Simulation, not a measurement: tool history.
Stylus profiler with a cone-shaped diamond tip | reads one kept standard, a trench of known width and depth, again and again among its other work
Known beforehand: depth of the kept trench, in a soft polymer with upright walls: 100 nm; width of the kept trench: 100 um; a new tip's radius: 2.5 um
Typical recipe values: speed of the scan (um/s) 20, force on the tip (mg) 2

| run | hour | speed of the scan (um/s) | force on the tip (mg) | depth of the trench (angstrom) | width of the trench's floor (nm) |
|---|---|---|---|---|---|
| 1 | 0 | 20 | 2 | 1008.7 | 98220 |
| 2 | 26.2 | 20 | 2 | 1009.2 | 98240 |
| 3 | 38.3 | 20 | 2 | 1008.8 | 98220 |
| 4 | 59.5 | 20 | 2 | 1008.7 | 98170 |
| 5 | 82.4 | 20 | 2 | 1008.8 | 98170 |
| 6 | 109.4 | 6 | 2 | 1008.3 | 98300 |
| 7 | 121.8 | 20 | 2 | 1008.4 | 98200 |
| 8 | 148.3 | 20 | 2 | 1009 | 98190 |
| 9 | 162.1 | 23 | 2 | 1009.4 | 98170 |
| 10 | 182.2 | 20 | 5.93 | 1018.5 | 98230 |
| 11 | 195.4 | 20 | 5.93 | 1018 | 98210 |
| 12 | 210.9 | 17 | 3.19 | 1011.4 | 98200 |
| 13 | 229.1 | 17 | 3.19 | 1011.8 | 98170 |
| 14 | 252.5 | 17 | 3.19 | 1012.1 | 98140 |

Predict the results of run 15:
| 15 | 276.1 | 17 | 3.19 | ? | ? |

{"run 15": {"depth of the trench (angstrom)": 1012.5, "width of the trench's floor (nm)": 98100}}
With no hidden state in the tool, this same run would have given depth of the trench (angstrom) 1013.9, width of the trench's floor (nm) 98450.
